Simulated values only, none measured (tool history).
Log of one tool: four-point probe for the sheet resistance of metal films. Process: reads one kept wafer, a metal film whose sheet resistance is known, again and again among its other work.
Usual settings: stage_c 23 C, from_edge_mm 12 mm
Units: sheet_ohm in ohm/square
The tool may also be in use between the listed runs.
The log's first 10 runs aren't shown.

run	hour	stage_c	from_edge_mm	sheet_ohm
11	814.3	23	4	12.202092
12	869.2	23	12	11.677220
13	966.4	19	12	11.649463
14	1062.3	19	12	11.655666
15	1154.1	19	12	11.648035
16	1240.1	19	12	11.642887
# hour 1299.9: stage's thermometer calibrated
17	1341.0	19	12	11.648468
18	1463.3	23	46	11.597038
19	1578.5	29	32	11.633833
20	1696.2	25	7	11.802629
21	1807.4	22	3	12.595308
22	1883.0	22	3	12.596336
23	1946.7	27	4	12.204585
# hour 1964.0: stage's thermometer calibrated, once more
24	2026.4	18	3	12.577302
25	2125.1	22	33	11.598828
26	2192.4	20	28	11.596603
27	2257.4	20	28	11.590052
28	2346.5	19	28	11.585844
29	2402.4	18	46	11.571736
30	2451.8	25	23	11.624850
31	2533.7	19	20	11.595522
32	2593.6	19	20	11.586807
# hour 2604.8: new probe head fitted
33	2670.9	23	56	11.628218

3 ways to go on from here, each from the tool as it stands after run 33. What would each give?
A	2738.4	23	3	?
B	2738.4	21	23	?
C	2738.4	35	56	?

run	sheet_ohm
A	12.643597
B	11.631198
C	11.700531
Without the tool's hidden state the same runs would have given:
run	sheet_ohm
A	12.665482
B	11.651477
C	11.720784

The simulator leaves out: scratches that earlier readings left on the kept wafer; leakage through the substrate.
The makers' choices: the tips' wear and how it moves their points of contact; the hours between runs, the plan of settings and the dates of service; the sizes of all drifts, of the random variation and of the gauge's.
